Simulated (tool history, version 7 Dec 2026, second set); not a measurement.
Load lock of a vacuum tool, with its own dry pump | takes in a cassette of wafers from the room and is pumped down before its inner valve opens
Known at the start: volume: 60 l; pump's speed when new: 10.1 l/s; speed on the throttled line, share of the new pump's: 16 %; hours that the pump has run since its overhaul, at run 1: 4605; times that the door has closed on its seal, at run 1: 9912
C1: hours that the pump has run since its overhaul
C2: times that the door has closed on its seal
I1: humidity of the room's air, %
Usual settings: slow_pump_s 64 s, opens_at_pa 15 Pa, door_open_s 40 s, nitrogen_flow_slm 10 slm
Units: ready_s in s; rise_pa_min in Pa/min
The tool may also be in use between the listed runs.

run 1 hour=0.0 | slow_pump_s=64 opens_at_pa=15 door_open_s=40 nitrogen_flow_slm=10 | C1=4605 C2=9912 | I1=48.6 | ready_s=108.0 rise_pa_min=0.158
run 2 hour=110.6 | slow_pump_s=64 opens_at_pa=15 door_open_s=40 nitrogen_flow_slm=10 | C1=4716 C2=10188 | I1=41.2 | ready_s=108.0 rise_pa_min=0.159
run 3 hour=172.1 | slow_pump_s=64 opens_at_pa=15 door_open_s=40 nitrogen_flow_slm=10 | C1=4777 C2=10342 | I1=45.4 | ready_s=107.8 rise_pa_min=0.168
run 4 hour=244.5 | slow_pump_s=64 opens_at_pa=15 door_open_s=40 nitrogen_flow_slm=10 | C1=4850 C2=10522 | I1=45.8 | ready_s=107.9 rise_pa_min=0.163
run 5 hour=321.7 | slow_pump_s=38 opens_at_pa=15 door_open_s=40 nitrogen_flow_slm=10 | C1=4927 C2=10715 | I1=45.8 | ready_s=86.4 rise_pa_min=0.168
run 6 hour=387.6 | slow_pump_s=38 opens_at_pa=15 door_open_s=40 nitrogen_flow_slm=10 | C1=4993 C2=10879 | I1=47.9 | ready_s=85.9 rise_pa_min=0.170
run 7 hour=495.5 | slow_pump_s=38 opens_at_pa=15 door_open_s=40 nitrogen_flow_slm=10 | C1=5101 C2=11149 | I1=45.0 | ready_s=86.1 rise_pa_min=0.176
run 8 hour=578.3 | slow_pump_s=64 opens_at_pa=15 door_open_s=40 nitrogen_flow_slm=7 | C1=5184 C2=11355 | I1=44.3 | ready_s=107.4 rise_pa_min=0.182
run 9 hour=672.0 | slow_pump_s=64 opens_at_pa=15 door_open_s=40 nitrogen_flow_slm=10 | C1=5277 C2=11589 | I1=44.1 | ready_s=106.3 rise_pa_min=0.182
run 10 hour=769.8 | slow_pump_s=33 opens_at_pa=15 door_open_s=40 nitrogen_flow_slm=10 | C1=5375 C2=11833 | I1=43.4 | ready_s=82.5 rise_pa_min=0.181
run 11 hour=888.7 | slow_pump_s=64 opens_at_pa=15 door_open_s=40 nitrogen_flow_slm=10 | C1=5494 C2=12130 | I1=41.7 | ready_s=108.6 rise_pa_min=0.196
run 12 hour=1007.7 | slow_pump_s=64 opens_at_pa=15 door_open_s=40 nitrogen_flow_slm=10 | C1=5613 C2=12427 | I1=43.9 | ready_s=108.9 rise_pa_min=0.193
run 13 hour=1077.0 | slow_pump_s=64 opens_at_pa=15 door_open_s=40 nitrogen_flow_slm=10 | C1=5682 C2=12600 | I1=43.9 | ready_s=108.4 rise_pa_min=0.196
run 14 hour=1186.7 | slow_pump_s=64 opens_at_pa=15 door_open_s=40 nitrogen_flow_slm=10 | C1=5792 C2=12873 | I1=46.7 | ready_s=108.3 rise_pa_min=0.208
run 15 hour=1243.9 | slow_pump_s=64 opens_at_pa=15 door_open_s=40 nitrogen_flow_slm=10 | C1=5849 C2=13016 | I1=44.2 | ready_s=109.3 rise_pa_min=0.208
run 16 hour=1357.1 | slow_pump_s=64 opens_at_pa=15 door_open_s=40 nitrogen_flow_slm=10 | C1=5962 C2=13298 | I1=48.6 | ready_s=108.2 rise_pa_min=0.218
run 17 hour=1417.2 | slow_pump_s=64 opens_at_pa=15 door_open_s=115 nitrogen_flow_slm=10 | C1=6023 C2=13448 | I1=42.4 | ready_s=107.5 rise_pa_min=0.236
run 18 hour=1491.5 | slow_pump_s=64 opens_at_pa=15 door_open_s=115 nitrogen_flow_slm=10 | C1=6097 C2=13634 | I1=46.3 | ready_s=109.2 rise_pa_min=0.250
run 19 hour=1597.4 | slow_pump_s=57 opens_at_pa=11 door_open_s=61 nitrogen_flow_slm=16 | C1=6203 C2=13898 | I1=45.3 | ready_s=104.5 rise_pa_min=0.235
run 20 hour=1666.7 | slow_pump_s=57 opens_at_pa=11 door_open_s=141 nitrogen_flow_slm=11 | C1=6272 C2=14071 | I1=39.5 | ready_s=104.5 rise_pa_min=0.262
run 21 hour=1717.0 | slow_pump_s=111 opens_at_pa=19 door_open_s=141 nitrogen_flow_slm=7 | C1=6322 C2=14197 | I1=50.0 | ready_s=145.2 rise_pa_min=0.286
run 22 hour=1828.5 | slow_pump_s=111 opens_at_pa=19 door_open_s=48 nitrogen_flow_slm=19 | C1=6434 C2=14475 | I1=41.6 | ready_s=145.9 rise_pa_min=0.243
run 23 hour=1893.4 | slow_pump_s=62 opens_at_pa=15 door_open_s=40 nitrogen_flow_slm=18 | C1=6499 C2=14637 | I1=44.1 | ready_s=106.5 rise_pa_min=0.236
run 24 hour=1954.5 | slow_pump_s=62 opens_at_pa=15 door_open_s=40 nitrogen_flow_slm=18 | C1=6560 C2=14789 | I1=46.6 | ready_s=108.4 rise_pa_min=0.239
run 25 hour=2062.9 | slow_pump_s=64 opens_at_pa=22 door_open_s=158 nitrogen_flow_slm=26 | C1=6668 C2=15059 | I1=43.1 | ready_s=105.5 rise_pa_min=0.270
run 26 hour=2111.0 | slow_pump_s=64 opens_at_pa=22 door_open_s=158 nitrogen_flow_slm=26 | C1=6716 C2=15179 | I1=47.0 | ready_s=106.0 rise_pa_min=0.289
run 27 hour=2224.2 | slow_pump_s=64 opens_at_pa=22 door_open_s=158 nitrogen_flow_slm=26 | C1=6830 C2=15462 | I1=44.6 | ready_s=106.8 rise_pa_min=0.285
run 28 hour=2341.0 | slow_pump_s=64 opens_at_pa=15 door_open_s=25 nitrogen_flow_slm=10 | C1=6946 C2=15753 | I1=45.7 | ready_s=108.9 rise_pa_min=0.264
run 29 hour=2394.8 | slow_pump_s=64 opens_at_pa=15 door_open_s=25 nitrogen_flow_slm=10 | C1=7000 C2=15888 | I1=48.5 | ready_s=109.1 rise_pa_min=0.270
run 30 hour=2465.5 | slow_pump_s=97 opens_at_pa=13 door_open_s=55 nitrogen_flow_slm=10 | C1=7071 C2=16064 | I1=42.8 | ready_s=137.0 rise_pa_min=0.286
run 31 hour=2562.6 | slow_pump_s=97 opens_at_pa=13 door_open_s=55 nitrogen_flow_slm=10 | C1=7168 C2=16306 | I1=40.7 | ready_s=136.6 rise_pa_min=0.287
run 32 hour=2655.1 | slow_pump_s=45 opens_at_pa=18 door_open_s=101 nitrogen_flow_slm=19 | C1=7260 C2=16537 | I1=44.7 | ready_s=92.4 rise_pa_min=0.302
run 33 hour=2762.5 | slow_pump_s=45 opens_at_pa=25 door_open_s=44 nitrogen_flow_slm=33 | C1=7368 C2=16805 | I1=44.4 | ready_s=89.4 rise_pa_min=0.285
run 34 hour=2863.6 | slow_pump_s=64 opens_at_pa=23 door_open_s=40 nitrogen_flow_slm=10 | C1=7469 C2=17057 | I1=53.3 | ready_s=105.6 rise_pa_min=0.300
run 35 hour=2979.8 | slow_pump_s=64 opens_at_pa=23 door_open_s=40 nitrogen_flow_slm=10 | C1=7585 C2=17347 | I1=44.9 | ready_s=106.5 rise_pa_min=0.308
run 36 hour=3096.3 | slow_pump_s=81 opens_at_pa=23 door_open_s=40 nitrogen_flow_slm=10 | C1=7702 C2=17638 | I1=45.7 | ready_s=121.5 rise_pa_min=0.313

Some steps in ready_s between neighbouring runs. How much of each would the tool show without its hidden state too (settings, what came in, random variation), and how much is left for the hidden state, with any gauge scatter that isn't in both results?
The hidden state here: pump's speed, % of a new pump's; leak at the door's seal, Pa l/s; drift of the gauge itself on ready_s, %; drift of the gauge itself on rise_pa_min, %.
Run 20 -> 21: slow_pump_s 57 -> 111, opens_at_pa 11 -> 19, nitrogen_flow_slm 11 -> 7. ready_s +40.7 s: hidden state -0.6, all else +41.3.
Run 22 -> 23: slow_pump_s 111 -> 62, opens_at_pa 19 -> 15, door_open_s 48 -> 40, nitrogen_flow_slm 19 -> 18. ready_s -39.4 s: hidden state +0.6, all else -40.0.
Run 31 -> 32: slow_pump_s 97 -> 45, opens_at_pa 13 -> 18, door_open_s 55 -> 101, nitrogen_flow_slm 10 -> 19. ready_s -44.2 s: hidden state +0.4, all else -44.6.

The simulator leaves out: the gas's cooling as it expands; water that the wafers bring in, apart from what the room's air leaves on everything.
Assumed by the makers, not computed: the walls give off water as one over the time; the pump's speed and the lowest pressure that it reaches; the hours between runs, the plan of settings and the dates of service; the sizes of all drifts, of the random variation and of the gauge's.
